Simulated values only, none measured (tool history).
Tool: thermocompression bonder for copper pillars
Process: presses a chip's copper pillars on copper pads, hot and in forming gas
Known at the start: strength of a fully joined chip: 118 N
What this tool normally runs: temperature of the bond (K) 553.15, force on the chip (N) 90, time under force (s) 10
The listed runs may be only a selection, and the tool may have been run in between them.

| run | hour | temperature of the bond (K) | force on the chip (N) | time under force (s) | force that shears a chip off (N) |
|---|---|---|---|---|---|
| 1 | 0 | 553.15 | 90 | 10 | 62.8 |
| 2 | 17.8 | 553.15 | 90 | 10 | 62.7 |
| 3 | 29.4 | 553.15 | 69 | 10 | 55.2 |
| 4 | 43.8 | 553.15 | 69 | 10 | 55.1 |
| 5 | 57 | 553.15 | 90 | 10 | 60.7 |
| 6 | 70 | 553.15 | 90 | 10 | 61.7 |
| 7 | 78.9 | 553.15 | 90 | 10 | 61.8 |
| 8 | 88.4 | 553.15 | 90 | 10 | 62.1 |
| 9 | 101.1 | 553.15 | 90 | 10 | 61.8 |
| 10 | 111.3 | 553.15 | 90 | 10 | 61.9 |
| 11 | 120.9 | 553.15 | 90 | 10 | 61.4 |
| 12 | 138.5 | 553.15 | 90 | 10 | 61.6 |
| 13 | 148.9 | 553.15 | 90 | 10 | 62.4 |
| 14 | 167.3 | 553.15 | 90 | 10 | 59.9 |
| 15 | 189.1 | 553.15 | 90 | 10 | 63.5 |
| 16 | 203.8 | 553.15 | 90 | 10 | 61.8 |
| 17 | 224.1 | 553.15 | 90 | 10 | 63.4 |
| 18 | 243.2 | 558.15 | 75 | 6 | 51 |
| 19 | 252.5 | 553.15 | 112 | 5 | 51.3 |
| 20 | 264 | 582.15 | 72 | 25 | 93.4 |
| 21 | 281.6 | 535.15 | 132 | 5 | 44.2 |
| 22 | 295 | 535.15 | 132 | 5 | 45.1 |
| 23 | 309.4 | 523.15 | 70 | 29 | 55.8 |
| 24 | 320.9 | 523.15 | 76 | 29 | 58.4 |
| 25 | 330.4 | 553.15 | 72 | 29 | 79.8 |
| 26 | 341.7 | 553.15 | 57 | 29 | 71.5 |
| 27 | 360.1 | 553.15 | 57 | 29 | 73.2 |
| 28 | 371 | 553.15 | 90 | 19 | 74.7 |
|  | 375.6 | forming gas filter changed |
| 29 | 384.4 | 554.15 | 90 | 10 | 62.5 |
| 30 | 393.7 | 554.15 | 90 | 10 | 62.6 |
| 31 | 409 | 555.15 | 103 | 10 | 66.1 |
| 32 | 423.9 | 525.15 | 65 | 7 | 32 |
| 33 | 438.9 | 525.15 | 65 | 7 | 31.6 |
| 34 | 456.2 | 553.15 | 100 | 12 | 68.9 |

Branching from run 34: 4 alternative next runs. What would each branch give?
| A | 466.7 | 553.15 | 90 | 26 | ? |
| B | 466.7 | 536.15 | 135 | 12 | ? |
| C | 466.7 | 529.15 | 100 | 12 | ? |
| D | 466.7 | 553.15 | 90 | 29 | ? |

| run | force that shears a chip off (N) |
|---|---|
| A | 81 |
| B | 64.9 |
| C | 50.9 |
| D | 83 |
Without the tool's unlogged condition, the same runs would have read:
| run | force that shears a chip off (N) |
|---|---|
| A | 81.2 |
| B | 65.1 |
| C | 51.1 |
| D | 83.2 |

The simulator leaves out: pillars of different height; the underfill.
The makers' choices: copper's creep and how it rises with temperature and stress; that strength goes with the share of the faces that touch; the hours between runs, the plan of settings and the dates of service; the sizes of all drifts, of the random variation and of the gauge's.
